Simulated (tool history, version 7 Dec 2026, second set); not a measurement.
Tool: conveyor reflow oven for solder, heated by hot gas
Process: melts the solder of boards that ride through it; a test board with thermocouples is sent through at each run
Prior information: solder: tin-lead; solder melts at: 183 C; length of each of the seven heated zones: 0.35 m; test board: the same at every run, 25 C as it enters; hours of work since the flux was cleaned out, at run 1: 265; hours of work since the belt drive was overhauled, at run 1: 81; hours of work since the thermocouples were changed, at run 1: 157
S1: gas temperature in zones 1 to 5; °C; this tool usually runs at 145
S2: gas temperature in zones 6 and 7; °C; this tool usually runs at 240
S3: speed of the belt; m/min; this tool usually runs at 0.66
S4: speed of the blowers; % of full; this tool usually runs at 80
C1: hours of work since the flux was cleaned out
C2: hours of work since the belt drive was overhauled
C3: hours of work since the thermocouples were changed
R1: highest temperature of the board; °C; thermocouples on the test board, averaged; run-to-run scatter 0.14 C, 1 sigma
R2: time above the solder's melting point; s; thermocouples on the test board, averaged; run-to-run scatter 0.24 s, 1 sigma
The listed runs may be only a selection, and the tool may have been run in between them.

run 1 day=0 | S1=145 S2=240 S3=0.66 S4=80 | C1=265 C2=81 C3=157 | R1=231.3 R2=58.5
run 2 day=0.246 | S1=145 S2=240 S3=0.74 S4=80 | C1=268 C2=85 C3=161 | R1=228.9 R2=50.2
run 3 day=0.5 | S1=145 S2=240 S3=0.74 S4=80 | C1=272 C2=89 C3=164 | R1=228.8 R2=50.2
run 4 day=0.683 | S1=145 S2=240 S3=0.74 S4=80 | C1=275 C2=91 C3=167 | R1=229 R2=50.6
run 5 day=1.012 | S1=145 S2=240 S3=0.74 S4=80 | C1=279 C2=96 C3=172 | R1=228.7 R2=50.3
run 6 day=1.183 | S1=145 S2=240 S3=0.74 S4=80 | C1=282 C2=99 C3=175 | R1=228.8 R2=50.6
run 7 day=1.492 | S1=145 S2=240 S3=0.66 S4=75 | C1=287 C2=103 C3=179 | R1=230.8 R2=57.6
run 8 day=1.667 | S1=145 S2=240 S3=0.66 S4=75 | C1=289 C2=106 C3=182 | R1=230.6 R2=57.7
-- day=1.912 flux residue cleaned out of gas plates and filters
run 9 day=2.138 | S1=145 S2=240 S3=0.66 S4=75 | C1=3 C2=110 C3=185 | R1=230.8 R2=57.5
run 10 day=2.342 | S1=145 S2=240 S3=0.66 S4=75 | C1=6 C2=112 C3=188 | R1=230.8 R2=57.3
run 11 day=2.517 | S1=145 S2=240 S3=0.66 S4=80 | C1=9 C2=115 C3=191 | R1=231.3 R2=57.8
run 12 day=2.708 | S1=145 S2=240 S3=0.66 S4=80 | C1=12 C2=118 C3=194 | R1=231.3 R2=57.6
run 13 day=2.867 | S1=145 S2=240 S3=0.536 S4=80 | C1=14 C2=120 C3=196 | R1=235.2 R2=73.2
run 14 day=3.121 | S1=155 S2=240 S3=0.536 S4=80 | C1=18 C2=124 C3=200 | R1=235.8 R2=76.1
run 15 day=3.429 | S1=155 S2=240 S3=0.536 S4=80 | C1=22 C2=128 C3=204 | R1=235.9 R2=76.5
run 16 day=3.754 | S1=135 S2=240 S3=0.66 S4=80 | C1=27 C2=133 C3=209 | R1=230.6 R2=55.3
run 17 day=4.108 | S1=160 S2=253 S3=0.739 S4=89 | C1=32 C2=138 C3=214 | R1=244.2 R2=58.9
run 18 day=4.433 | S1=160 S2=240 S3=0.66 S4=54 | C1=37 C2=143 C3=219 | R1=228.8 R2=61.7
run 19 day=4.812 | S1=160 S2=240 S3=0.66 S4=54 | C1=43 C2=149 C3=225 | R1=228.9 R2=61.7
run 20 day=5.129 | S1=146 S2=240 S3=0.726 S4=80 | C1=47 C2=153 C3=229 | R1=229.5 R2=51.7
run 21 day=5.317 | S1=146 S2=240 S3=0.726 S4=80 | C1=50 C2=156 C3=232 | R1=229.4 R2=51.6
run 22 day=5.475 | S1=148 S2=229 S3=0.741 S4=59 | C1=52 C2=159 C3=234 | R1=215.3 R2=44.4
run 23 day=5.833 | S1=146 S2=250 S3=0.73 S4=67 | C1=58 C2=164 C3=240 | R1=236.1 R2=54.1
run 24 day=6.038 | S1=145 S2=232 S3=0.593 S4=67 | C1=61 C2=167 C3=243 | R1=224.4 R2=60.8
run 25 day=6.296 | S1=145 S2=232 S3=0.593 S4=67 | C1=64 C2=171 C3=247 | R1=224.2 R2=61.4
run 26 day=6.504 | S1=131 S2=233 S3=0.66 S4=80 | C1=67 C2=174 C3=250 | R1=223.5 R2=51.2
run 27 day=6.833 | S1=145 S2=236 S3=0.607 S4=80 | C1=72 C2=178 C3=254 | R1=229.2 R2=61.9
run 28 day=7.062 | S1=145 S2=236 S3=0.607 S4=80 | C1=76 C2=182 C3=258 | R1=229.4 R2=61.8
run 29 day=7.45 | S1=145 S2=236 S3=0.607 S4=67 | C1=81 C2=188 C3=264 | R1=227.3 R2=61.7
run 30 day=7.817 | S1=145 S2=240 S3=0.714 S4=90 | C1=87 C2=193 C3=269 | R1=231.4 R2=53.4
run 31 day=8.183 | S1=145 S2=240 S3=0.714 S4=90 | C1=92 C2=198 C3=274 | R1=231 R2=53.4

Here are 3 independent what-if runs from the current tool condition. What would each one return?
run A day=8.421 | S1=155 S2=240 S3=0.714 S4=90 | C1=96 C2=202 C3=278 | R1=? R2=?
run B day=8.421 | S1=156 S2=240 S3=0.629 S4=90 | C1=96 C2=202 C3=278 | R1=? R2=?
run C day=8.421 | S1=145 S2=240 S3=0.624 S4=61 | C1=96 C2=202 C3=278 | R1=? R2=?

run=A R1=232.3 R2=56.2
run=B R1=234.3 R2=64.8
run=C R1=229.4 R2=60.3
Take away the tool's hidden state, keep each run's random variation, and the runs would have read:
run=A R1=232.3 R2=56.2
run=B R1=234.3 R2=64.8
run=C R1=229.4 R2=60.3
